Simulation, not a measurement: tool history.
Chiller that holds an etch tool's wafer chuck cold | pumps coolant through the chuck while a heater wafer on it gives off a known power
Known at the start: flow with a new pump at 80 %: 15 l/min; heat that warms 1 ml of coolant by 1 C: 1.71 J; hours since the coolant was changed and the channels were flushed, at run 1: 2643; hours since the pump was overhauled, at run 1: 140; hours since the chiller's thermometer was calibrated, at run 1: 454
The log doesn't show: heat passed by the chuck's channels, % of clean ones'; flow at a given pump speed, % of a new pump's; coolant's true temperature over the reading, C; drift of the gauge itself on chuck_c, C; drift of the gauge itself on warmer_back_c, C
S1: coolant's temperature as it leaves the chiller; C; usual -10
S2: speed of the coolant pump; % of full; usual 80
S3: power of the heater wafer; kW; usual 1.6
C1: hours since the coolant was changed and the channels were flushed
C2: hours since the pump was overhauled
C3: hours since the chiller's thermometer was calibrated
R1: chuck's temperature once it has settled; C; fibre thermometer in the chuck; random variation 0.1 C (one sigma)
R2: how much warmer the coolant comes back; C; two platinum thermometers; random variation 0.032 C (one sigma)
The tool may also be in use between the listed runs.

run     day   S1  S2     S3    C1   C2    C3    R1    R2
  1       0  -10  80    1.6  2643  140   454  -0.7  3.78
  2   1.412  -10  80    1.6  2677  174   488  -0.8  3.75
  3   2.267  -10  80    1.6  2698  195   509  -0.6  3.67
  4   3.825  -10  80    1.6  2735  232   546  -0.6  3.78
  5   4.758  -10  80    1.6  2757  254   569  -0.5  3.71
  6     5.6  -10  80    1.6  2778  275   589  -0.6  3.65
  7   7.575  -10  80    1.6  2825  322   636  -0.6  3.69
  8   8.525  -10  80    1.6  2848  345   659  -0.5  3.69
  9  10.067  -10  80    1.6  2885  382   696  -0.4   3.6
 10  12.067  -10  80    1.6  2933  430   744  -0.5  3.68
 11  13.571   -9  64    1.6  2969  466   780   1.7  4.62
 12  15.358   -9  74  0.968  3012  509   823  -2.9  2.37
 13  17.233   -9  74  0.968  3057  554   868  -2.9  2.41
 14  19.121   -1  79  1.214  3102  599   913   6.3  2.76
 15  20.458   -4  96  1.328  3134  631   945   3.3  2.45
 16  21.883   -9  69  1.222  3168  665   980  -1.1  3.19
 17  23.633   -1  80    1.6  3210  708  1022   8.5  3.58

5 ways to go on from here, each from the tool as it stands after run 17. What would each give?
  A  24.675   -1  78    1.6  3235  732  1047   ?   ?
  B  24.675    0  80    1.6  3235  732  1047   ?   ?
  C  24.675   -1  80  1.795  3235  732  1047   ?   ?
  D  24.675   -3  73  1.408  3235  732  1047   ?   ?
  E  24.675  -10  61  0.921  3235  732  1047   ?   ?

run    R1    R2
  A   8.6  3.62
  B   9.6  3.64
  C   9.8  4.02
  D   5.6  3.47
  E  -3.5  2.73
Without the tool's hidden state the same runs would have given:
run    R1    R2
  A   8.6  3.74
  B   9.6  3.77
  C   9.8  4.14
  D   5.6   3.6
  E  -3.6  2.86
